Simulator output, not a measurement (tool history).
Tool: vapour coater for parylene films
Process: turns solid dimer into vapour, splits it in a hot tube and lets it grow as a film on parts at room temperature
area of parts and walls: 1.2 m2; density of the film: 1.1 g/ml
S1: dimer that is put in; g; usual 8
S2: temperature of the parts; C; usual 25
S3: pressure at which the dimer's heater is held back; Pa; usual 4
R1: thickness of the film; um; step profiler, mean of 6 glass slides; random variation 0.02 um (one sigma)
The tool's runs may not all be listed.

run   hour  S1  S2    S3    R1
  1      0   8  25     4  2.93
  2     26   8  25     4  2.96
  3   54.5   8  21     4  3.51
  4   74.9   8  21     4  3.47
  5  113.9   8  21     4  3.43
  6  148.2   8  21     4  3.44
  7    179   8  21     4  3.45
  8  199.5   8  21     4   3.4
  9  218.6   8  21     4  3.42
 10  257.5   8  25     4  2.88
 11  282.2   4  25     4  1.45
 12  303.3   8  25  8.45   2.7
 13  325.7   8  25  8.45  2.68
 14  354.5   8  25  8.45  2.69
 15  382.5   4  30  8.07   1.1
 16  408.3   4  30  8.07  1.12
 17  438.2   4  30  8.07  1.06
 18  474.2   6  18  2.95  2.93
     481.4  -- trap's valve overhauled
 19  518.1   8  28  3.07  2.87
 20  549.3  14  33  5.97  3.82
 21  582.1  14  33  5.97   3.8
 22    609  14  33  5.97   3.8
 23  628.8  11  25  2.15  4.56

Forecast each of these 5 alternatives for the next run:
  A  649.9  11  27  2.15   ?
  B  649.9   6  25     4   ?
  C  649.9  11  25  4.08   ?
  D  649.9   6  27  3.11   ?
  E  649.9   8  21     4   ?

run    R1
  A  4.22
  B  2.36
  C  4.29
  D   2.2
  E  3.69
Without the tool's hidden state the same runs would have given:
run    R1
  A   4.2
  B  2.36
  C  4.27
  D  2.19
  E  3.67

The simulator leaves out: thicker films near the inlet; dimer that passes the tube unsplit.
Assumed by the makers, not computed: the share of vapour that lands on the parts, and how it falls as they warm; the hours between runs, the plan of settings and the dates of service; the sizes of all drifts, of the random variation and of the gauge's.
